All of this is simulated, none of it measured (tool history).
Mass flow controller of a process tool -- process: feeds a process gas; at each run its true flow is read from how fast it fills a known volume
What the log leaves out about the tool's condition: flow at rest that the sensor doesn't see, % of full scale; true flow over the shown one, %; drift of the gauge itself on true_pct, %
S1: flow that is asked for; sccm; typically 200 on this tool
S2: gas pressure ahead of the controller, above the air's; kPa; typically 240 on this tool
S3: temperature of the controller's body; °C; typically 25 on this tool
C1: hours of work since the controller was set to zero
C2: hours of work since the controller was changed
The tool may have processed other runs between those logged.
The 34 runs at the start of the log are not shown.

{"run": 35, "day": 113.267, "S1": 429, "S2": 262, "S3": 24, "C1": 106, "C2": 1384, "true flow (%)": 99.31}
{"run": 36, "day": 116.471, "S1": 429, "S2": 262, "S3": 24, "C1": 138, "C2": 1416, "true flow (%)": 99.22}
{"run": 37, "day": 120.738, "S1": 363, "S2": 142, "S3": 22, "C1": 181, "C2": 1459, "true flow (%)": 98.85}
{"run": 38, "day": 125.446, "S1": 78, "S2": 207, "S3": 22, "C1": 229, "C2": 1507, "true flow (%)": 97.58}
{"run": 39, "day": 129.842, "S1": 78, "S2": 207, "S3": 22, "C1": 273, "C2": 1551, "true flow (%)": 97.5}
{"run": 40, "day": 134.575, "S1": 209, "S2": 259, "S3": 23, "C1": 321, "C2": 1599, "true flow (%)": 98.0}
{"run": 41, "day": 137.908, "S1": 209, "S2": 259, "S3": 23, "C1": 355, "C2": 1632, "true flow (%)": 98.06}
{"run": 42, "day": 140.696, "S1": 67, "S2": 240, "S3": 25, "C1": 383, "C2": 1660, "true flow (%)": 97.3}

Consider 5 possible next runs. They are alternatives, not a sequence: every one starts from the tool as it was left by run 42. What does each give?
{"run": "A", "day": 143.0, "S1": 61, "S2": 222, "S3": 36, "C1": 406, "C2": 1684, "true flow (%)": "?"}
{"run": "B", "day": 143.0, "S1": 228, "S2": 196, "S3": 25, "C1": 406, "C2": 1684, "true flow (%)": "?"}
{"run": "C", "day": 143.0, "S1": 299, "S2": 240, "S3": 20, "C1": 406, "C2": 1684, "true flow (%)": "?"}
{"run": "D", "day": 143.0, "S1": 76, "S2": 240, "S3": 25, "C1": 406, "C2": 1684, "true flow (%)": "?"}
{"run": "E", "day": 143.0, "S1": 106, "S2": 228, "S3": 25, "C1": 406, "C2": 1684, "true flow (%)": "?"}

run=A true_flow_(%)=96.19
run=B true_flow_(%)=97.73
run=C true_flow_(%)=98.74
run=D true_flow_(%)=97.35
run=E true_flow_(%)=97.32
The same runs, with their run-to-run variation unchanged, on a tool lacking any hidden condition would have given:
run=A true_flow_(%)=95.91
run=B true_flow_(%)=98.20
run=C true_flow_(%)=99.27
run=D true_flow_(%)=97.27
run=E true_flow_(%)=97.48
